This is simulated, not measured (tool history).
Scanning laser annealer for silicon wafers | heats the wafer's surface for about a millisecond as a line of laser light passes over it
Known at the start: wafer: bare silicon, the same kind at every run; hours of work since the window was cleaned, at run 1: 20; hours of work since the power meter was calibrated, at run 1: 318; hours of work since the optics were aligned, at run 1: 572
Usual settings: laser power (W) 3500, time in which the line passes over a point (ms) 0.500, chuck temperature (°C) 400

run   hour  laser power (W)  time in which the line passes over a point (ms)  chuck temperature (°C)  hours of work since the window was cleaned  hours of work since the power meter was calibrated  hours of work since the optics were aligned  highest temperature of the surface (°C)
  1    0.0             3500                                            0.500                     400                                          20                                                 318                                          572                                     1174
  2   27.0             3415                                            0.500                     400                                          40                                                 337                                          592                                     1151
  3   48.3             3500                                            0.500                     400                                          55                                                 352                                          607                                     1172
  4   69.5             3500                                            0.600                     400                                          70                                                 368                                          622                                     1234
  5   91.2             3500                                            0.600                     400                                          86                                                 383                                          638                                     1231
  6  111.2             3559                                            0.500                     400                                         100                                                 397                                          652                                     1185
  7  136.6             3559                                            0.500                     400                                         118                                                 416                                          670                                     1184
  8  156.4             3559                                            0.500                     400                                         133                                                 430                                          684                                     1182
  9  179.2             3559                                            0.500                     400                                         149                                                 446                                          701                                     1182
 10  194.8             3500                                            0.500                     366                                         160                                                 457                                          712                                     1129
 11  210.8             3500                                            0.500                     400                                         172                                                 469                                          723                                     1163
 12  229.0             3522                                            0.500                     400                                         185                                                 482                                          736                                     1169
 13  251.2             3522                                            0.500                     400                                         201                                                 498                                          752                                     1170
 14  277.2             3500                                            0.500                     400                                         219                                                 516                                          771                                     1161
 15  302.4             3378                                            0.500                     400                                         237                                                 535                                          789                                     1124
 16  322.8             3378                                            0.500                     400                                         252                                                 549                                          804                                     1125
 17  343.7             3500                                            0.500                     413                                         267                                                 564                                          819                                     1174
 18  366.2             3500                                            0.610                     400                                         283                                                 580                                          835                                     1228
 19  384.0             3158                                            0.500                     400                                         296                                                 593                                          847                                     1067
 20  406.8             3500                                            0.500                     400                                         312                                                 609                                          864                                     1155
 21  426.5             3731                                            0.500                     400                                         326                                                 623                                          878                                     1220
 22  451.7             3011                                            0.539                     398                                         344                                                 642                                          896                                     1046
 23  471.8             3496                                            0.500                     400                                         359                                                 656                                          910                                     1153
 24  493.4             3333                                            0.367                     380                                         374                                                 671                                          926                                     1002
 25  504.9             3333                                            0.367                     380                                         382                                                 680                                          934                                      997
 26  524.4             3333                                            0.367                     380                                         396                                                 694                                          948                                      998
 27  538.1             3443                                            0.500                     382                                         406                                                 703                                          958                                     1121
 28  554.8             3394                                            0.441                     382                                         418                                                 715                                          970                                     1064
 29  580.1             3253                                            0.441                     386                                         436                                                 734                                          988                                     1033
 30  595.0             3748                                            0.500                     422                                         447                                                 744                                          999                                     1236
 31  615.3             3045                                            0.500                     422                                         462                                                 759                                         1013                                     1051
 32  638.3             3269                                            0.428                     392                                         478                                                 775                                         1030                                     1032
 33  662.4             3269                                            0.428                     392                                         495                                                 793                                         1047                                     1029
 34  683.5             3500                                            0.464                     397                                         510                                                 808                                         1062                                     1117
 35  699.6             3500                                            0.464                     397                                         522                                                 819                                         1074                                     1115
 36  717.2             3500                                            0.464                     397                                         535                                                 832                                         1086                                     1115
 37  734.7             3500                                            0.464                     397                                         547                                                 844                                         1099                                     1115
 38  760.9             3500                                            0.464                     397                                         566                                                 863                                         1118                                     1115
 39  774.8             3239                                            0.500                     363                                         576                                                 873                                         1128                                     1036
 40  788.5             3402                                            0.435                     398                                         586                                                 883                                         1137                                     1070
 41  808.1             3551                                            0.407                     404                                         600                                                 897                                         1151                                     1091

Hidden state or all else? Some run-to-run changes of highest temperature of the surface (°C), split into what the settings, what came in and random variation would give without the hidden state, and what is left for the hidden state (with any gauge scatter that isn't in both results):
The hidden state here: light that passes the window, % of a clean one's; laser's true power over the reading, %; width of the line over the set one, %; drift of the gauge itself on peak_c, C.
Run 21 -> 22: laser power (W) 3731 -> 3011, time in which the line passes over a point (ms) 0.500 -> 0.539, chuck temperature (°C) 400 -> 398. highest temperature of the surface (°C) -174: hidden state +5, all else -179.
Run 26 -> 27: laser power (W) 3333 -> 3443, time in which the line passes over a point (ms) 0.367 -> 0.500, chuck temperature (°C) 380 -> 382. highest temperature of the surface (°C) +123: hidden state -6, all else +129.
Run 29 -> 30: laser power (W) 3253 -> 3748, time in which the line passes over a point (ms) 0.441 -> 0.500, chuck temperature (°C) 386 -> 422. highest temperature of the surface (°C) +203: hidden state -9, all else +212.
Run 30 -> 31: laser power (W) 3748 -> 3045. highest temperature of the surface (°C) -185: hidden state +8, all else -193.
